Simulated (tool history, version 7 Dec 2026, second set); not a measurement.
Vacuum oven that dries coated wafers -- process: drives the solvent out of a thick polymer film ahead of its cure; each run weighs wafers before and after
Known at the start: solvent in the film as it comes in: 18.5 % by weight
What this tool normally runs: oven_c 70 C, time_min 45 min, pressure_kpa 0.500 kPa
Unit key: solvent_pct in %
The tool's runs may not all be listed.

run	hour	oven_c	time_min	pressure_kpa	solvent_pct
1	0.0	70	45	0.500	2.30
2	120.2	70	45	0.500	2.23
# hour 163.2: vacuum gauge cleaned of residue and calibrated
3	187.9	70	45	0.500	2.02
4	268.1	70	63	0.500	1.27
5	359.9	70	63	0.500	1.25
# hour 370.0: oven's thermocouples calibrated
6	471.7	70	63	0.500	1.55
7	555.2	70	63	0.340	1.23
8	654.0	70	63	0.340	1.30
# hour 676.0: oven's thermocouples calibrated, once more
9	760.8	70	63	0.340	0.92
10	883.2	70	51	1.616	2.89
11	1004.1	72	57	0.709	1.33

4 options for the next run, each taken on its own from the tool as it stands now. Forecast them:
A	1102.8	71	35	0.256	?
B	1102.8	70	29	0.500	?
C	1102.8	72	26	0.709	?
D	1102.8	83	45	0.334	?

run	solvent_pct
A	2.09
B	3.49
C	3.64
D	0.39
What these runs would have given with no unlogged condition in the tool:
run	solvent_pct
A	1.98
B	3.38
C	3.53
D	0.32
